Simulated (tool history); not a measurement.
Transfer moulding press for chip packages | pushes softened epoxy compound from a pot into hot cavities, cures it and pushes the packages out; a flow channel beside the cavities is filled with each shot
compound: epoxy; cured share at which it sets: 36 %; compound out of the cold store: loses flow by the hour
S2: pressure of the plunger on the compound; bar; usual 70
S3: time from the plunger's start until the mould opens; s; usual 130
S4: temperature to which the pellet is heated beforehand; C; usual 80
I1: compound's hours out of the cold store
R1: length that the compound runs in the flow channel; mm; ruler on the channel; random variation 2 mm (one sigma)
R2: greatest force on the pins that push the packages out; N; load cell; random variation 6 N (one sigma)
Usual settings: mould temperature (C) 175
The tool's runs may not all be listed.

run 1 hour=0 | mould_temperature_(C)=175 S2=70 S3=130 S4=80 | I1=12.9 | R1=688 R2=439
-- hour=5.3 cavities cleaned with cleaning compound and waxed
run 2 hour=19.1 | mould_temperature_(C)=175 S2=70 S3=124 S4=80 | I1=37.2 | R1=590 R2=313
run 3 hour=36.1 | mould_temperature_(C)=175 S2=70 S3=130 S4=80 | I1=18.3 | R1=661 R2=349
run 4 hour=54.8 | mould_temperature_(C)=175 S2=70 S3=130 S4=80 | I1=27.5 | R1=626 R2=385
run 5 hour=68.9 | mould_temperature_(C)=175 S2=70 S3=132 S4=80 | I1=9.5 | R1=698 R2=415
run 6 hour=77.5 | mould_temperature_(C)=175 S2=58.3 S3=130 S4=80 | I1=25.2 | R1=577 R2=432
-- hour=84.9 cavities cleaned with cleaning compound and waxed
run 7 hour=97.2 | mould_temperature_(C)=175 S2=70 S3=130 S4=80 | I1=47.4 | R1=552 R2=278
run 8 hour=109.1 | mould_temperature_(C)=169 S2=70 S3=130 S4=80 | I1=28.8 | R1=622 R2=392
run 9 hour=119.6 | mould_temperature_(C)=169 S2=70 S3=130 S4=80 | I1=38.2 | R1=587 R2=419
run 10 hour=133.7 | mould_temperature_(C)=169 S2=70 S3=130 S4=80 | I1=11 | R1=693 R2=497
run 11 hour=150.3 | mould_temperature_(C)=169 S2=70 S3=130 S4=80 | I1=29.2 | R1=618 R2=508
-- hour=164.3 cavities cleaned with cleaning compound and waxed
run 12 hour=170.3 | mould_temperature_(C)=175 S2=70 S3=120 S4=80 | I1=13.1 | R1=675 R2=273
run 13 hour=179.4 | mould_temperature_(C)=175 S2=84 S3=130 S4=80 | I1=30.3 | R1=665 R2=281
-- hour=185.7 plunger's sealing rings changed
run 14 hour=194.1 | mould_temperature_(C)=175 S2=84 S3=130 S4=80 | I1=16.9 | R1=753 R2=327
run 15 hour=212 | mould_temperature_(C)=175 S2=70 S3=126 S4=80 | I1=29.3 | R1=633 R2=394
run 16 hour=227 | mould_temperature_(C)=175 S2=66.7 S3=126 S4=79 | I1=32.3 | R1=606 R2=423
-- hour=246.5 cavities cleaned with cleaning compound and waxed
run 17 hour=246.8 | mould_temperature_(C)=179 S2=70 S3=161 S4=85 | I1=18.3 | R1=674 R2=205
run 18 hour=267.7 | mould_temperature_(C)=177 S2=61.9 S3=113 S4=78 | I1=26.4 | R1=600 R2=347
run 19 hour=286.2 | mould_temperature_(C)=181 S2=68 S3=114 S4=77 | I1=20.1 | R1=653 R2=365
run 20 hour=300.6 | mould_temperature_(C)=180 S2=79 S3=128 S4=84 | I1=15.8 | R1=722 R2=372
-- hour=303.8 mould's thermocouples calibrated
run 21 hour=319.2 | mould_temperature_(C)=172 S2=70 S3=138 S4=72 | I1=10.8 | R1=711 R2=425
-- hour=326.6 cavities cleaned with cleaning compound and waxed
run 22 hour=336 | mould_temperature_(C)=172 S2=70 S3=138 S4=72 | I1=45.5 | R1=572 R2=288
run 23 hour=346.3 | mould_temperature_(C)=180 S2=52.6 S3=138 S4=72 | I1=28.6 | R1=541 R2=281
run 24 hour=360 | mould_temperature_(C)=180 S2=52.6 S3=138 S4=72 | I1=9.1 | R1=610 R2=323
-- hour=371.9 mould's thermocouples calibrated, once more
run 25 hour=382.8 | mould_temperature_(C)=180 S2=52.6 S3=138 S4=72 | I1=29.4 | R1=535 R2=367
run 26 hour=399.9 | mould_temperature_(C)=180 S2=52.6 S3=138 S4=72 | I1=8.2 | R1=615 R2=396
-- hour=406.6 cavities cleaned with cleaning compound and waxed
run 27 hour=412.2 | mould_temperature_(C)=181 S2=78.9 S3=122 S4=78 | I1=43.2 | R1=603 R2=251
run 28 hour=428.5 | mould_temperature_(C)=168 S2=73.6 S3=156 S4=88 | I1=29.5 | R1=644 R2=332
run 29 hour=449.7 | mould_temperature_(C)=168 S2=73.6 S3=156 S4=88 | I1=20.6 | R1=682 R2=398

Each row is a separate what-if for the run after 29, all from the same tool condition, not one after another. Results?
run A hour=468.7 | mould_temperature_(C)=168 S2=73.6 S3=156 S4=71 | I1=9.8 | R1=? R2=?
run B hour=468.7 | mould_temperature_(C)=175 S2=69.4 S3=130 S4=80 | I1=18.1 | R1=? R2=?
run C hour=468.7 | mould_temperature_(C)=176 S2=73.6 S3=156 S4=88 | I1=34.7 | R1=? R2=?

run=A R1=726 R2=448
run=B R1=662 R2=439
run=C R1=615 R2=394
Without the tool's unlogged condition, the same runs would have read:
run=A R1=748 R2=235
run=B R1=682 R2=231
run=C R1=633 R2=207

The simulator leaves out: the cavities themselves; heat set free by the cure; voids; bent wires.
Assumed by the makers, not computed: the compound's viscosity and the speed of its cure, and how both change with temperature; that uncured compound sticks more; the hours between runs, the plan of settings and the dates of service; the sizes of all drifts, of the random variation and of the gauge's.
